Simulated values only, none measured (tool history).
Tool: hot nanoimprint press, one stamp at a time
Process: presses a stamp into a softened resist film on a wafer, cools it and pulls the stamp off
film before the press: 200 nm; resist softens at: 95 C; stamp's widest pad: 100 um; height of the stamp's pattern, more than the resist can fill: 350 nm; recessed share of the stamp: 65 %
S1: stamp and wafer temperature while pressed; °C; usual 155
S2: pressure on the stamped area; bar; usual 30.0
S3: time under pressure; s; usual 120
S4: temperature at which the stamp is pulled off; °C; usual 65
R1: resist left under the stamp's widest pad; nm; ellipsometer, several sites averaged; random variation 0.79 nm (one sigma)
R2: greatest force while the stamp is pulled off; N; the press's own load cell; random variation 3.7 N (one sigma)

Run 1, hour 0.0: usual settings. Result: R1 109.1 nm, R2 186 N.
At hour 45.8: press's hydraulic seals changed and the load cell set to zero.
Run 2, hour 74.8: usual settings. Result: R1 105.6 nm, R2 195 N.
Run 3, hour 144.4: usual settings. Result: R1 107.1 nm, R2 204 N.
Run 4, hour 177.9: usual settings. Result: R1 106.7 nm, R2 212 N.
Run 5, hour 221.3: usual settings but S1 163 °C. Result: R1 82.4 nm, R2 219 N.
At hour 291.1: stamp cleaned and given a new release coat.
Run 6, hour 297.5: usual settings but S3 203 s. Result: R1 91.0 nm, R2 184 N.
Run 7, hour 341.3: usual settings but S3 203 s. Result: R1 90.3 nm, R2 195 N.
Run 8, hour 409.7: usual settings but S2 30.6 bar, S3 176 s. Result: R1 94.0 nm, R2 205 N.
Run 9, hour 457.1: usual settings but S2 18.0 bar, S3 163 s, S4 51 °C. Result: R1 126.7 nm, R2 301 N.
Run 10, hour 501.4: usual settings but S1 150 °C, S2 27.7 bar, S3 163 s, S4 57 °C. Result: R1 121.9 nm, R2 280 N.

4 ways to go on from here, each from the tool as it stands after run 10. What would each give?
Run A, hour 546.3: usual settings but S2 40.6 bar, S4 60 °C. Result: R1 ?, R2 ?.
Run B, hour 546.3: usual settings but S3 163 s, S4 54 °C. Result: R1 ?, R2 ?.
Run C, hour 546.3: usual settings but S2 22.0 bar. Result: R1 ?, R2 ?.
Run D, hour 546.3: usual settings but S1 156 °C. Result: R1 ?, R2 ?.

run     R1   R2
  A   94.8  268
  B  101.1  304
  C  126.2  225
  D  107.8  236
Without the tool's hidden state the same runs would have given:
run     R1   R2
  A   87.6  209
  B   94.0  239
  C  118.8  175
  D  100.6  183
